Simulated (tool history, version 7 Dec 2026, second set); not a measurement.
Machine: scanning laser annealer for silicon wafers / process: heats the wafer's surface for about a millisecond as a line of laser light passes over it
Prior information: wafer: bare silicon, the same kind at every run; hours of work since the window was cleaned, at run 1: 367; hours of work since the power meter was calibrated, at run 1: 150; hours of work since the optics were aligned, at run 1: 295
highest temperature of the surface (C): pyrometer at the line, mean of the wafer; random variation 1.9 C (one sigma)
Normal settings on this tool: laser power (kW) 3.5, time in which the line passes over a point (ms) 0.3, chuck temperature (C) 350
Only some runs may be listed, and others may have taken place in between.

run    day  laser power (kW)  time in which the line passes over a point (ms)  chuck temperature (C)  hours of work since the window was cleaned  hours of work since the power meter was calibrated  hours of work since the optics were aligned  highest temperature of the surface (C)
  1      0               3.5                                              0.3                    350                                         367                                                 150                                          295                                    1074
  2  0.338             3.806                                              0.3                    350                                         372                                                 156                                          300                                    1133
  3  0.729             3.758                                              0.3                    350                                         378                                                 162                                          306                                    1125
  4  1.271             3.758                                              0.3                    350                                         387                                                 171                                          315                                    1129
  5  1.621             3.758                                              0.3                    350                                         392                                                 176                                          320                                    1126
  6  2.179             3.549                                            0.263                    350                                         401                                                 185                                          329                                    1041
  7    2.5             3.467                                            0.219                    390                                         406                                                 190                                          334                                    1009
  8  2.871             3.408                                            0.268                    390                                         412                                                 196                                          340                                    1063
  9  3.321             3.011                                            0.306                    328                                         420                                                 203                                          348                                     968
 10  3.808             3.193                                            0.213                    350                                         427                                                 211                                          355                                     922

Branching from run 10: 4 alternative next runs. What would each branch give?
  A  4.246              3.22                                            0.213                    350                                         434                                                 218                                          362                                       ?
  B  4.246             3.142                                             0.36                    350                                         434                                                 218                                          362                                       ?
  C  4.246             3.029                                            0.255                    368                                         434                                                 218                                          362                                       ?
  D  4.246               3.5                                              0.3                    323                                         434                                                 218                                          362                                       ?

run  highest temperature of the surface (C)
  A                                     922
  B                                    1067
  C                                     953
  D                                    1045
Without the tool's unlogged condition, the same runs would have read:
run  highest temperature of the surface (C)
  A                                     942
  B                                    1091
  C                                     973
  D                                    1070
